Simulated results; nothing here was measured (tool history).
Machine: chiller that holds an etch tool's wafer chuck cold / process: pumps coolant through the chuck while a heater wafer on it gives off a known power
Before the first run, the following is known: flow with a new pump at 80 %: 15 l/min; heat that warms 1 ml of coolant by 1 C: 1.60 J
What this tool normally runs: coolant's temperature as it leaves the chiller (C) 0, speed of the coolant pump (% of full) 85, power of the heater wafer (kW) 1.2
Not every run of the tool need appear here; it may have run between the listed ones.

run   hour  coolant's temperature as it leaves the chiller (C)  speed of the coolant pump (% of full)  power of the heater wafer (kW)  chuck's temperature once it has settled (C)  how much warmer the coolant comes back (C)
  1      0                                                   0                                     85                             1.2                                          8.8                                        2.84
  2     39                                                  -3                                     85                             1.2                                          6.1                                        2.81
  3  118.1                                                  -3                                     85                             1.2                                            6                                        2.85
  4  203.9                                                   0                                     85                           0.859                                          6.6                                        1.98
  5    295                                                   0                                     85                           0.859                                          6.5                                        1.99
  6  368.2                                                   0                                     85                           0.859                                          6.5                                        2.07
  7  409.2                                                   0                                     85                           1.452                                         11.2                                        3.44
  8  471.9                                                   0                                     85                           1.452                                         11.2                                         3.4
  9  556.2                                                  -2                                     77                           1.452                                          9.9                                         3.8
 10  632.2                                                  -3                                     85                             0.7                                          2.4                                         1.6
 11  714.2                                                  -3                                     85                             0.7                                          2.5                                        1.72
 12  786.2                                                  -2                                     76                           1.093                                          7.2                                        2.92

Between the runs listed above, the log contained 2 entries, not reproduced here. Where in the sequence does each belong, and how does what the log doesn't record of the tool's condition differ from the listed run before to the listed run after?
In the gap between runs 4 and 5: chiller's thermometer calibrated (hour 211.8)
  heat passed by the chuck's channels, % of clean ones': 93.5 -> 93.2; flow at a given pump speed, % of a new pump's: 99.3 -> 99.1; coolant's true temperature over the reading, C: 0 -> -0.02
  measured result minus the result with no hidden state, chuck's temperature once it has settled (C): +0.4 -> +0.4; how much warmer the coolant comes back (C): +0.01 -> +0.02
In the gap between runs 9 and 10: chiller's thermometer calibrated, once more (hour 620.9)
  heat passed by the chuck's channels, % of clean ones': 92.5 -> 92.3; flow at a given pump speed, % of a new pump's: 98.6 -> 98.4; coolant's true temperature over the reading, C: -0.05 -> 0.04
  measured result minus the result with no hidden state, chuck's temperature once it has settled (C): +0.8 -> +0.4; how much warmer the coolant comes back (C): +0.05 -> +0.02
